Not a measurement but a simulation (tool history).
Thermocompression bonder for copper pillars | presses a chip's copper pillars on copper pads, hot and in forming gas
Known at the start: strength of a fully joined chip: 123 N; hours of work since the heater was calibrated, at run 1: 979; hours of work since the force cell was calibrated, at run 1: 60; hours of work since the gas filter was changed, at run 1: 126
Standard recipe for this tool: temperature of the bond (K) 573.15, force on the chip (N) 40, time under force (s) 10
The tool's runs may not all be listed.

run,day,temperature of the bond (K),force on the chip (N),time under force (s),hours of work since the heater was calibrated,hours of work since the force cell was calibrated,hours of work since the gas filter was changed,force that shears a chip off (N)
1,0.000,573.15,40,10,979,60,126,46.7
2,2.671,573.15,36,10,1027,108,173,41.6
3,3.950,573.15,36,10,1049,130,196,41.1
4,6.033,573.15,40,7,1086,167,233,40.8
5,7.546,573.15,40,7,1113,194,260,39.2
# day 8.671: heater calibrated with a thermocouple chip
6,9.296,573.15,40,7,11,223,289,39.7
7,10.550,573.15,40,7,33,246,311,40.3
8,13.271,595.15,40,10,82,294,360,58.1
9,15.396,595.15,40,10,119,332,397,58.8
10,17.871,595.15,40,10,163,376,441,59.4
# day 20.062: forming gas filter changed
11,20.200,597.15,40,20,204,416,2,75.8
12,22.921,569.15,31,14,252,465,51,36.9
13,25.567,562.15,36,6,299,512,98,28.8
14,27.071,573.15,40,16,326,538,124,53.7
15,29.383,597.15,40,16,367,579,165,71.1
16,31.962,583.15,34,10,413,625,211,42.9
17,34.733,556.15,55,18,462,674,260,66.6

Branching from run 17: 3 alternative next runs. What would each branch give?
A,37.350,589.15,26,10,508,721,307,?
B,37.350,573.15,40,8,508,721,307,?
C,37.350,601.15,32,8,508,721,307,?

run,force that shears a chip off (N)
A,33.3
B,41.3
C,45.2
The same runs, with their run-to-run variation unchanged, on a tool lacking any hidden condition would have given:
run,force that shears a chip off (N)
A,33.6
B,41.7
C,45.6
